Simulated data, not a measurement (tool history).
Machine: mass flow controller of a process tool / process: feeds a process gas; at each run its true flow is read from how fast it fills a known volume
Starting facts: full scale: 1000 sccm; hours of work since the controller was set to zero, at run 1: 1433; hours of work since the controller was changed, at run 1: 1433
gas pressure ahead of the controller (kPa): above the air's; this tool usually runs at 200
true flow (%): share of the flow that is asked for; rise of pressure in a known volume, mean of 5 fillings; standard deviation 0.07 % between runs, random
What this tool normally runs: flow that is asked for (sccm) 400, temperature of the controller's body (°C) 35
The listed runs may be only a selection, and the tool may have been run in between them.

run    hour  flow that is asked for (sccm)  gas pressure ahead of the controller (kPa)  temperature of the controller's body (°C)  hours of work since the controller was set to zero  hours of work since the controller was changed  true flow (%)
  1     0.0                            400                                         200                                         35                                                1433                                            1433          99.10
  2   260.3                            400                                         200                                         35                                                1577                                            1577          98.98
  3   449.2                            400                                         200                                         35                                                1682                                            1682          98.99
  4   666.7                            400                                         200                                         35                                                1803                                            1803          99.16
  5   908.1                            290                                         200                                         35                                                1936                                            1936          98.70
  6  1022.2                            400                                         188                                         35                                                2000                                            2000          99.07
  7  1189.6                            400                                         188                                         35                                                2092                                            2092          99.05
  8  1311.3                            400                                         247                                         34                                                2160                                            2160          98.88
  9  1449.1                            400                                         247                                         34                                                2236                                            2236          98.83
 10  1694.3                            612                                         200                                         27                                                2372                                            2372          99.09
 11  1861.2                            612                                         200                                         27                                                2464                                            2464          99.02

Estimate the outcome of run 12 from the log above:
 12  2054.3                            660                                         220                                         35                                                2571                                            2571              ?

{"run 12": {"true flow (%)": 99.6}}
If the tool had no hidden condition, the same run with the same run-to-run variation would have returned true flow (%) 99.61.

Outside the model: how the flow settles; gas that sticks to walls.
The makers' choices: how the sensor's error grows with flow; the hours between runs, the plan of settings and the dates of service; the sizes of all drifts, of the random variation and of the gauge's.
